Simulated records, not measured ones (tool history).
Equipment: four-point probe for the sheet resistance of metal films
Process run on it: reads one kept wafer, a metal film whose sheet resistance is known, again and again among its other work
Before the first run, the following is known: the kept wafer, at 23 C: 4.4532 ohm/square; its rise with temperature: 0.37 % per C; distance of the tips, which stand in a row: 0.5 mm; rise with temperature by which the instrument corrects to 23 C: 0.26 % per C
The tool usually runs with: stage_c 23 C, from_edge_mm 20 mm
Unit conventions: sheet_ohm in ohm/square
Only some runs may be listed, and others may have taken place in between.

{"run": 1, "hour": 0.0, "stage_c": 23, "from_edge_mm": 20, "sheet_ohm": 4.453247}
{"run": 2, "hour": 12.8, "stage_c": 23, "from_edge_mm": 20, "sheet_ohm": 4.454785}
{"run": 3, "hour": 26.8, "stage_c": 23, "from_edge_mm": 20, "sheet_ohm": 4.454124}
{"run": 4, "hour": 34.9, "stage_c": 26, "from_edge_mm": 20, "sheet_ohm": 4.469932}
{"run": 5, "hour": 49.3, "stage_c": 23, "from_edge_mm": 20, "sheet_ohm": 4.454246}
{"run": 6, "hour": 63.4, "stage_c": 33, "from_edge_mm": 20, "sheet_ohm": 4.505372}
{"run": 7, "hour": 78.8, "stage_c": 23, "from_edge_mm": 8, "sheet_ohm": 4.462126}
{"run": 8, "hour": 90.5, "stage_c": 23, "from_edge_mm": 8, "sheet_ohm": 4.461395}
{"run": 9, "hour": 102.9, "stage_c": 23, "from_edge_mm": 8, "sheet_ohm": 4.462354}
{"run": 10, "hour": 119.6, "stage_c": 23, "from_edge_mm": 8, "sheet_ohm": 4.461717}
{"run": 11, "hour": 126.9, "stage_c": 23, "from_edge_mm": 20, "sheet_ohm": 4.452929}
{"run": 12, "hour": 135.5, "stage_c": 23, "from_edge_mm": 20, "sheet_ohm": 4.45412}
{"run": 13, "hour": 150.3, "stage_c": 23, "from_edge_mm": 5, "sheet_ohm": 4.477269}
{"run": 14, "hour": 158.9, "stage_c": 23, "from_edge_mm": 20, "sheet_ohm": 4.4557}
{"run": 15, "hour": 166.3, "stage_c": 23, "from_edge_mm": 6, "sheet_ohm": 4.470129}
{"run": 16, "hour": 179.2, "stage_c": 23, "from_edge_mm": 6, "sheet_ohm": 4.468488}
{"run": 17, "hour": 190.4, "stage_c": 23, "from_edge_mm": 6, "sheet_ohm": 4.46857}
{"run": 18, "hour": 200.8, "stage_c": 23, "from_edge_mm": 6, "sheet_ohm": 4.470487}
{"run": 19, "hour": 212.4, "stage_c": 23, "from_edge_mm": 13, "sheet_ohm": 4.457351}
{"run": 20, "hour": 226.4, "stage_c": 23, "from_edge_mm": 13, "sheet_ohm": 4.456608}
{"run": 21, "hour": 235.3, "stage_c": 23, "from_edge_mm": 13, "sheet_ohm": 4.456797}
{"run": 22, "hour": 251.9, "stage_c": 22, "from_edge_mm": 20, "sheet_ohm": 4.44924}
{"run": 23, "hour": 262.3, "stage_c": 22, "from_edge_mm": 20, "sheet_ohm": 4.449702}
{"run": 24, "hour": 276.2, "stage_c": 22, "from_edge_mm": 20, "sheet_ohm": 4.450281}
{"run": 25, "hour": 285.4, "stage_c": 22, "from_edge_mm": 20, "sheet_ohm": 4.450466}
{"run": 26, "hour": 301.0, "stage_c": 31, "from_edge_mm": 31, "sheet_ohm": 4.493931}
{"run": 27, "hour": 318.3, "stage_c": 20, "from_edge_mm": 5, "sheet_ohm": 4.461198}
{"run": 28, "hour": 328.6, "stage_c": 29, "from_edge_mm": 20, "sheet_ohm": 4.485745}
{"run": 29, "hour": 340.2, "stage_c": 29, "from_edge_mm": 20, "sheet_ohm": 4.484153}
{"run": 30, "hour": 357.8, "stage_c": 19, "from_edge_mm": 3, "sheet_ohm": 4.497547}
{"run": 31, "hour": 372.4, "stage_c": 31, "from_edge_mm": 4, "sheet_ohm": 4.530852}
{"run": 32, "hour": 382.0, "stage_c": 31, "from_edge_mm": 4, "sheet_ohm": 4.529623}
{"run": 33, "hour": 399.4, "stage_c": 31, "from_edge_mm": 4, "sheet_ohm": 4.530159}
{"run": 34, "hour": 411.7, "stage_c": 30, "from_edge_mm": 46, "sheet_ohm": 4.489186}
{"run": 35, "hour": 421.1, "stage_c": 27, "from_edge_mm": 6, "sheet_ohm": 4.490923}
{"run": 36, "hour": 438.0, "stage_c": 27, "from_edge_mm": 13, "sheet_ohm": 4.477382}
{"run": 37, "hour": 449.0, "stage_c": 23, "from_edge_mm": 11, "sheet_ohm": 4.457109}
{"run": 38, "hour": 462.6, "stage_c": 30, "from_edge_mm": 25, "sheet_ohm": 4.487324}
{"run": 39, "hour": 472.6, "stage_c": 24, "from_edge_mm": 4, "sheet_ohm": 4.496066}

5 ways to go on from here, each from the tool as it stands after run 39. What would each give?
{"run": "A", "hour": 481.7, "stage_c": 22, "from_edge_mm": 43, "sheet_ohm": "?"}
{"run": "B", "hour": 481.7, "stage_c": 27, "from_edge_mm": 4, "sheet_ohm": "?"}
{"run": "C", "hour": 481.7, "stage_c": 23, "from_edge_mm": 9, "sheet_ohm": "?"}
{"run": "D", "hour": 481.7, "stage_c": 34, "from_edge_mm": 5, "sheet_ohm": "?"}
{"run": "E", "hour": 481.7, "stage_c": 20, "from_edge_mm": 20, "sheet_ohm": "?"}

run=A sheet_ohm=4.448482
run=B sheet_ohm=4.510783
run=C sheet_ohm=4.461383
run=D sheet_ohm=4.53268
run=E sheet_ohm=4.438229
Take away the tool's hidden state, keep each run's random variation, and the runs would have read:
run=A sheet_ohm=4.448644
run=B sheet_ohm=4.51095
run=C sheet_ohm=4.461547
run=D sheet_ohm=4.53285
run=E sheet_ohm=4.438391
